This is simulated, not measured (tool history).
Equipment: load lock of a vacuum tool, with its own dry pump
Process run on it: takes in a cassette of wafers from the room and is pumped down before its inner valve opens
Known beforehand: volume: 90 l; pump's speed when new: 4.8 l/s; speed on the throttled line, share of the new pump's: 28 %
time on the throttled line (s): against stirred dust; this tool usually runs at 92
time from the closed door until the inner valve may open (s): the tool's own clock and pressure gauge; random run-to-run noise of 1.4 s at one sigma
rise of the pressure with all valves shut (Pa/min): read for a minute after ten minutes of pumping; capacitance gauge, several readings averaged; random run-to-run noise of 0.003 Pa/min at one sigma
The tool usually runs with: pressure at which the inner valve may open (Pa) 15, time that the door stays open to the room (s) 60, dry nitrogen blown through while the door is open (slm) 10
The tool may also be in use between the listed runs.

run    hour  time on the throttled line (s)  pressure at which the inner valve may open (Pa)  time that the door stays open to the room (s)  dry nitrogen blown through while the door is open (slm)  incoming humidity of the room's air, %  time from the closed door until the inner valve may open (s)  rise of the pressure with all valves shut (Pa/min)
  1     0.0                              92                                               15                                             60                                                       10                                    47.7                                                         232.6                                               0.135
  2   128.4                              92                                               21                                             60                                                       10                                    46.3                                                         228.8                                               0.150
  3   240.0                              92                                               21                                             60                                                       10                                    46.2                                                         229.1                                               0.150
  4   411.7                              92                                               29                                             60                                                       10                                    41.7                                                         221.0                                               0.158
  5   579.1                              92                                               15                                             70                                                       10                                    46.4                                                         236.4                                               0.171
  6   785.2                              92                                               15                                             70                                                       10                                    46.3                                                         235.8                                               0.182
  7   948.8                              92                                               15                                             70                                                       10                                    43.0                                                         239.1                                               0.182
  8  1151.2                              92                                               15                                             60                                                       27                                    43.3                                                         234.5                                               0.191
  9  1265.6                              92                                               15                                             60                                                       27                                    42.5                                                         236.6                                               0.201
 10  1420.5                              92                                               11                                             60                                                       10                                    42.3                                                         243.2                                               0.210
 11  1579.2                              92                                               15                                             60                                                       10                                    50.9                                                         236.5                                               0.230
 12  1673.0                              92                                               15                                             60                                                       10                                    44.9                                                         240.0                                               0.234
 13  1819.5                              92                                               15                                             60                                                       10                                    44.4                                                         237.7                                               0.238
 14  1958.0                              92                                               15                                             60                                                       10                                    45.2                                                         238.1                                               0.258
 15  2136.1                              92                                               15                                             60                                                       10                                    47.1                                                         237.8                                               0.259
 16  2280.1                              92                                               15                                            117                                                       10                                    46.7                                                         237.9                                               0.288
 17  2410.3                              92                                               15                                            117                                                       10                                    45.4                                                         239.6                                               0.291
 18  2567.8                              92                                               15                                            117                                                       10                                    42.2                                                         237.6                                               0.312
 19  2722.3                              92                                               15                                            117                                                       10                                    45.7                                                         239.3                                               0.317
 20  2917.8                              47                                               25                                             60                                                       21                                    47.1                                                         194.8                                               0.310
 21  3138.2                              47                                               25                                             60                                                       21                                    44.2                                                         195.9                                               0.329
 22  3319.7                              47                                               25                                             60                                                       21                                    45.1                                                         197.8                                               0.345
 23  3424.3                              47                                               25                                             60                                                       21                                    45.4                                                         198.2                                               0.362
 24  3569.0                              47                                               25                                             60                                                       21                                    42.0                                                         197.8                                               0.373
 25  3679.4                              98                                               22                                            155                                                        5                                    42.7                                                         236.3                                               0.405
 26  3868.6                             121                                               16                                             55                                                        5                                    49.5                                                         259.3                                               0.413
 27  4032.1                              92                                               29                                             64                                                       10                                    52.2                                                         227.5                                               0.413
 28  4149.7                              92                                               15                                             60                                                        6                                    44.7                                                         241.7                                               0.433
 29  4320.4                              92                                               15                                             60                                                        6                                    43.4                                                         242.4                                               0.449
 30  4416.8                              92                                               15                                             60                                                        6                                    46.4                                                         242.5                                               0.456
 31  4561.6                             112                                               14                                            209                                                       14                                    44.2                                                         258.8                                               0.477
 32  4713.0                             112                                               23                                            178                                                       42                                    42.0                                                         243.8                                               0.472
 33  4929.5                             112                                               23                                            178                                                       42                                    45.3                                                         247.5                                               0.489
 34  5099.2                             122                                               23                                             69                                                       33                                    43.8                                                         255.2                                               0.504
 35  5289.3                              92                                               15                                             54                                                       43                                    46.2                                                         246.4                                               0.531
 36  5506.8                              92                                               15                                             54                                                       43                                    45.9                                                         243.8                                               0.541

Forecast each of these 3 alternatives for the next run:
  A  5726.8                              92                                               25                                             54                                                       43                                    39.6                                                             ?                                                   ?
  B  5726.8                              92                                               27                                             60                                                       10                                    46.6                                                             ?                                                   ?
  C  5726.8                              75                                               10                                             45                                                       43                                    45.4                                                             ?                                                   ?

run  time from the closed door until the inner valve may open (s)  rise of the pressure with all valves shut (Pa/min)
  A                                                         233.9                                               0.568
  B                                                         232.5                                               0.567
  C                                                         240.3                                               0.562
Without the tool's unlogged condition, the same runs would have read:
run  time from the closed door until the inner valve may open (s)  rise of the pressure with all valves shut (Pa/min)
  A                                                         224.3                                               0.012
  B                                                         223.0                                               0.019
  C                                                         228.7                                               0.005
